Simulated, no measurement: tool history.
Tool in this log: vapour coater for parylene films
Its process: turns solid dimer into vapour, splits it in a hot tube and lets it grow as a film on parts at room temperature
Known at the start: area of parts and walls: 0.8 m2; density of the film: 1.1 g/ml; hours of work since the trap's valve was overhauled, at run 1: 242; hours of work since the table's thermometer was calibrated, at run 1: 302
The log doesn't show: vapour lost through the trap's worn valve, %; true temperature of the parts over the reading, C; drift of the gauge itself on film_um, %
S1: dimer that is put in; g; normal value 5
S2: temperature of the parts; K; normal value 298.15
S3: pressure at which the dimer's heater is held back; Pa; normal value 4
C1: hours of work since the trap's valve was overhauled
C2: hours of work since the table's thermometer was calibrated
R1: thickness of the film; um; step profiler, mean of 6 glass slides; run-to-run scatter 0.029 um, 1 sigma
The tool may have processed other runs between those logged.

run 1 hour=0 | S1=5 S2=298.15 S3=4 | C1=242 C2=302 | R1=2.56
run 2 hour=14.1 | S1=5 S2=298.15 S3=4 | C1=251 C2=311 | R1=2.54
run 3 hour=23.8 | S1=5 S2=298.15 S3=4 | C1=258 C2=317 | R1=2.52
run 4 hour=38.8 | S1=5 S2=298.15 S3=4 | C1=267 C2=327 | R1=2.56
run 5 hour=53.4 | S1=2 S2=298.15 S3=4 | C1=277 C2=337 | R1=1.02
run 6 hour=63.3 | S1=5 S2=298.15 S3=9.57 | C1=284 C2=343 | R1=2.23
run 7 hour=73.2 | S1=5 S2=298.15 S3=9.57 | C1=290 C2=350 | R1=2.26
run 8 hour=82.5 | S1=5 S2=298.15 S3=9.57 | C1=296 C2=356 | R1=2.25
run 9 hour=91.5 | S1=5 S2=298.15 S3=9.57 | C1=302 C2=362 | R1=2.28
run 10 hour=104 | S1=5 S2=293.15 S3=9.57 | C1=311 C2=370 | R1=2.62
run 11 hour=117.4 | S1=5 S2=290.15 S3=4 | C1=319 C2=379 | R1=3.17
run 12 hour=124 | S1=5 S2=290.15 S3=4 | C1=324 C2=384 | R1=3.11
run 13 hour=130.4 | S1=5 S2=290.15 S3=4 | C1=328 C2=388 | R1=3.18
run 14 hour=138.3 | S1=4 S2=298.15 S3=4 | C1=333 C2=393 | R1=2.04
run 15 hour=147.6 | S1=5 S2=298.15 S3=4 | C1=339 C2=399 | R1=2.5
run 16 hour=162.2 | S1=5 S2=298.15 S3=4 | C1=349 C2=409 | R1=2.53
run 17 hour=171.6 | S1=5 S2=298.15 S3=4 | C1=355 C2=415 | R1=2.49
run 18 hour=184 | S1=5 S2=298.15 S3=4 | C1=363 C2=423 | R1=2.46
run 19 hour=198.8 | S1=5 S2=298.15 S3=4 | C1=373 C2=433 | R1=2.52
run 20 hour=207.7 | S1=2 S2=298.15 S3=4 | C1=379 C2=439 | R1=0.98
run 21 hour=221.6 | S1=5 S2=295.15 S3=4 | C1=388 C2=448 | R1=2.71
run 22 hour=232.8 | S1=5 S2=295.15 S3=4 | C1=396 C2=455 | R1=2.69
run 23 hour=239.9 | S1=5 S2=295.15 S3=4 | C1=400 C2=460 | R1=2.71
run 24 hour=247.3 | S1=5 S2=295.15 S3=4 | C1=405 C2=465 | R1=2.71
run 25 hour=260.7 | S1=4 S2=301.15 S3=4 | C1=414 C2=474 | R1=1.78
run 26 hour=267.7 | S1=4 S2=301.15 S3=4 | C1=419 C2=479 | R1=1.85
run 27 hour=281.4 | S1=8 S2=291.15 S3=8.62 | C1=428 C2=488 | R1=4.27
run 28 hour=289 | S1=5 S2=294.15 S3=6.23 | C1=433 C2=493 | R1=2.63
run 29 hour=302.3 | S1=5 S2=302.15 S3=4.91 | C1=442 C2=501 | R1=2.15
run 30 hour=315.2 | S1=5 S2=308.15 S3=3.28 | C1=450 C2=510 | R1=1.93
run 31 hour=328.2 | S1=5 S2=308.15 S3=3.28 | C1=459 C2=519 | R1=1.9
run 32 hour=337.5 | S1=5 S2=295.15 S3=3.28 | C1=465 C2=525 | R1=2.72
run 33 hour=351.8 | S1=5 S2=295.15 S3=3.28 | C1=474 C2=534 | R1=2.76
run 34 hour=366.2 | S1=5 S2=305.15 S3=11.62 | C1=484 C2=544 | R1=1.68
-- hour=373 trap's valve overhauled
run 35 hour=385.7 | S1=5 S2=305.15 S3=11.62 | C1=8 C2=554 | R1=1.9
run 36 hour=397.5 | S1=5 S2=305.15 S3=11.62 | C1=16 C2=562 | R1=1.86
run 37 hour=407.3 | S1=3 S2=293.15 S3=11.62 | C1=23 C2=568 | R1=1.54
run 38 hour=416.9 | S1=5 S2=302.15 S3=5.2 | C1=29 C2=575 | R1=2.25
run 39 hour=423.7 | S1=5 S2=302.15 S3=5.2 | C1=33 C2=579 | R1=2.23
run 40 hour=435.8 | S1=5 S2=302.15 S3=5.2 | C1=41 C2=587 | R1=2.25
run 41 hour=451 | S1=5 S2=302.15 S3=5.2 | C1=52 C2=597 | R1=2.3
run 42 hour=461.5 | S1=9 S2=309.15 S3=4.16 | C1=58 C2=604 | R1=3.48
run 43 hour=476.1 | S1=8 S2=298.15 S3=3.05 | C1=68 C2=614 | R1=4.31
run 44 hour=489.3 | S1=2 S2=306.15 S3=5.3 | C1=77 C2=622 | R1=0.79
run 45 hour=499 | S1=4 S2=294.15 S3=4.84 | C1=83 C2=629 | R1=2.27
run 46 hour=505.4 | S1=4 S2=294.15 S3=4.84 | C1=88 C2=633 | R1=2.3
run 47 hour=515.8 | S1=2 S2=290.15 S3=11.01 | C1=94 C2=640 | R1=1.17

Predict each of these 4 candidate next runs independently; none follows another, all start after run 47:
run A hour=526.7 | S1=6 S2=290.15 S3=3.15 | C1=102 C2=647 | R1=?
run B hour=526.7 | S1=5 S2=298.15 S3=2.53 | C1=102 C2=647 | R1=?
run C hour=526.7 | S1=2 S2=290.15 S3=4.61 | C1=102 C2=647 | R1=?
run D hour=526.7 | S1=6 S2=307.15 S3=3.87 | C1=102 C2=647 | R1=?

run=A R1=4.07
run=B R1=2.8
run=C R1=1.31
run=D R1=2.44
Had the tool no hidden state, the same runs would have come out as:
run=A R1=4.18
run=B R1=2.87
run=C R1=1.34
run=D R1=2.51

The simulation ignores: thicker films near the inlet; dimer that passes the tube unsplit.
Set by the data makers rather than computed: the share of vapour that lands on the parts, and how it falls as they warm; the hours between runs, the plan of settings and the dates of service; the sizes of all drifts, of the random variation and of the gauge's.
